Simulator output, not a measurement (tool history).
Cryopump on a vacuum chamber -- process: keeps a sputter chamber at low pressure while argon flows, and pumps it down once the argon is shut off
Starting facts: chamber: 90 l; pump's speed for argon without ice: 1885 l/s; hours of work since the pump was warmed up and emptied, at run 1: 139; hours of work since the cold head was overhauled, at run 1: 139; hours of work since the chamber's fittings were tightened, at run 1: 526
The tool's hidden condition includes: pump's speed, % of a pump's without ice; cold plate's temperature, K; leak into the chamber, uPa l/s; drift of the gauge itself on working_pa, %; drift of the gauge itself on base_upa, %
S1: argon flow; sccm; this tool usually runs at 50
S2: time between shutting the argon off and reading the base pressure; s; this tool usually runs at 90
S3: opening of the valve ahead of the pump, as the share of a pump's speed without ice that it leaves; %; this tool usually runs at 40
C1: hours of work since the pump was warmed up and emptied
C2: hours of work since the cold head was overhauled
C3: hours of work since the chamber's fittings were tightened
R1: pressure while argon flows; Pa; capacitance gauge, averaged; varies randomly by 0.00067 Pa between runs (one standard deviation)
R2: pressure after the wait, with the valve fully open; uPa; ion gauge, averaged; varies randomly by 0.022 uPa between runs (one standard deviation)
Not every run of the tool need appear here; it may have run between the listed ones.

| run | hour | S1 | S2 | S3 | C1 | C2 | C3 | R1 | R2 |
|---|---|---|---|---|---|---|---|---|---|
| 1 | 0 | 50 | 90 | 40 | 139 | 139 | 526 | 0.1147 | 1.26 |
| 2 | 62.4 | 50 | 90 | 40 | 183 | 183 | 570 | 0.1167 | 1.28 |
| 3 | 99 | 50 | 90 | 36 | 209 | 209 | 595 | 0.1285 | 1.41 |
| 4 | 160.7 | 31 | 90 | 40 | 252 | 252 | 639 | 0.0725 | 1.42 |
| 5 | 228.5 | 31 | 90 | 40 | 299 | 299 | 686 | 0.0728 | 1.55 |
| 6 | 276.8 | 50 | 60 | 40 | 333 | 333 | 720 | 0.1191 | 1.86 |
| 7 | 352.8 | 50 | 60 | 40 | 387 | 387 | 773 | 0.1217 | 1.98 |
| 8 | 403.9 | 50 | 60 | 40 | 422 | 422 | 809 | 0.1226 | 1.99 |
|  | 415.1 | pump warmed up, emptied and cooled again |
| 9 | 453.6 | 50 | 60 | 40 | 27 | 454 | 840 | 0.112 | 1.75 |
| 10 | 495.5 | 50 | 90 | 40 | 56 | 483 | 870 | 0.1138 | 1.59 |
| 11 | 563.8 | 50 | 90 | 40 | 104 | 531 | 917 | 0.1147 | 1.68 |
| 12 | 629.1 | 50 | 90 | 30 | 150 | 577 | 963 | 0.1524 | 1.78 |
| 13 | 666.6 | 50 | 90 | 30 | 176 | 603 | 990 | 0.1545 | 1.81 |
| 14 | 720.1 | 50 | 90 | 30 | 214 | 640 | 1027 | 0.1558 | 1.86 |
| 15 | 753.6 | 50 | 90 | 40 | 237 | 664 | 1050 | 0.1173 | 1.98 |
| 16 | 790.4 | 50 | 90 | 40 | 263 | 690 | 1076 | 0.1188 | 2.02 |

Run 17, settings as shown, results not yet in. Your forecast:
| 17 | 853.7 | 50 | 90 | 40 | 307 | 734 | 1121 | ? | ? |

For run 17 the tool returned R1 0.1196 Pa, R2 2.03 uPa.
If the tool had no hidden condition, the same run with the same run-to-run variation would have returned R1 0.1124 Pa, R2 0.6 uPa.
